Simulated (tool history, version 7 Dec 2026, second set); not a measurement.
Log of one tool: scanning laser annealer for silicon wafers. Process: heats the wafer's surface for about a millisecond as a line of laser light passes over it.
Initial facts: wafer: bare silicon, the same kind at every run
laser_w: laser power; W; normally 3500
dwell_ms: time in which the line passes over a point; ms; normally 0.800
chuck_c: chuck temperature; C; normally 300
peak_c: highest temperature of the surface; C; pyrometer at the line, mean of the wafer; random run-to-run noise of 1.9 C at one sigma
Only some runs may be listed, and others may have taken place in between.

run 1 hour=0.0 | laser_w=3500 dwell_ms=0.800 chuck_c=300 | peak_c=1104
run 2 hour=6.3 | laser_w=3500 dwell_ms=0.737 chuck_c=300 | peak_c=1067
run 3 hour=17.9 | laser_w=3500 dwell_ms=0.800 chuck_c=302 | peak_c=1100
run 4 hour=24.8 | laser_w=3500 dwell_ms=0.800 chuck_c=302 | peak_c=1104
run 5 hour=38.4 | laser_w=3500 dwell_ms=0.648 chuck_c=302 | peak_c=1020
run 6 hour=44.7 | laser_w=3500 dwell_ms=0.648 chuck_c=302 | peak_c=1020
run 7 hour=54.2 | laser_w=3500 dwell_ms=0.648 chuck_c=302 | peak_c=1024
run 8 hour=61.6 | laser_w=3500 dwell_ms=0.914 chuck_c=300 | peak_c=1154
run 9 hour=74.5 | laser_w=3500 dwell_ms=0.800 chuck_c=300 | peak_c=1099
run 10 hour=83.6 | laser_w=3500 dwell_ms=0.800 chuck_c=275 | peak_c=1074
run 11 hour=95.2 | laser_w=3500 dwell_ms=0.800 chuck_c=275 | peak_c=1070
-- hour=99.1 laser's power meter calibrated
run 12 hour=110.7 | laser_w=3004 dwell_ms=0.993 chuck_c=306 | peak_c=1049
run 13 hour=116.5 | laser_w=3218 dwell_ms=0.660 chuck_c=300 | peak_c=953
run 14 hour=128.7 | laser_w=3218 dwell_ms=0.660 chuck_c=300 | peak_c=953
run 15 hour=135.4 | laser_w=3159 dwell_ms=0.875 chuck_c=308 | peak_c=1044
run 16 hour=145.0 | laser_w=3207 dwell_ms=0.831 chuck_c=297 | peak_c=1026
run 17 hour=152.0 | laser_w=3207 dwell_ms=0.831 chuck_c=297 | peak_c=1024
run 18 hour=161.0 | laser_w=3751 dwell_ms=0.952 chuck_c=339 | peak_c=1285
-- hour=163.6 window over the wafer cleaned
-- hour=167.4 laser's power meter calibrated, once more
run 19 hour=173.0 | laser_w=3193 dwell_ms=0.952 chuck_c=289 | peak_c=1103

Measured minus without-hidden-state, run by run (identical run-to-run variation in each term; gauge scatter may differ):
Hidden state present: light that passes the window, % of a clean one's; laser's true power over the reading, %; width of the line over the set one, %; drift of the gauge itself on peak_c, C.
run=1 peak_c=-38
run=2 peak_c=-37
run=3 peak_c=-40
run=4 peak_c=-40
run=5 peak_c=-36
run=6 peak_c=-36
run=7 peak_c=-37
run=8 peak_c=-44
run=9 peak_c=-42
run=10 peak_c=-42
run=11 peak_c=-43
run=12 peak_c=-40
run=13 peak_c=-35
run=14 peak_c=-36
run=15 peak_c=-41
run=16 peak_c=-40
run=17 peak_c=-41
run=18 peak_c=-53
run=19 peak_c=-6

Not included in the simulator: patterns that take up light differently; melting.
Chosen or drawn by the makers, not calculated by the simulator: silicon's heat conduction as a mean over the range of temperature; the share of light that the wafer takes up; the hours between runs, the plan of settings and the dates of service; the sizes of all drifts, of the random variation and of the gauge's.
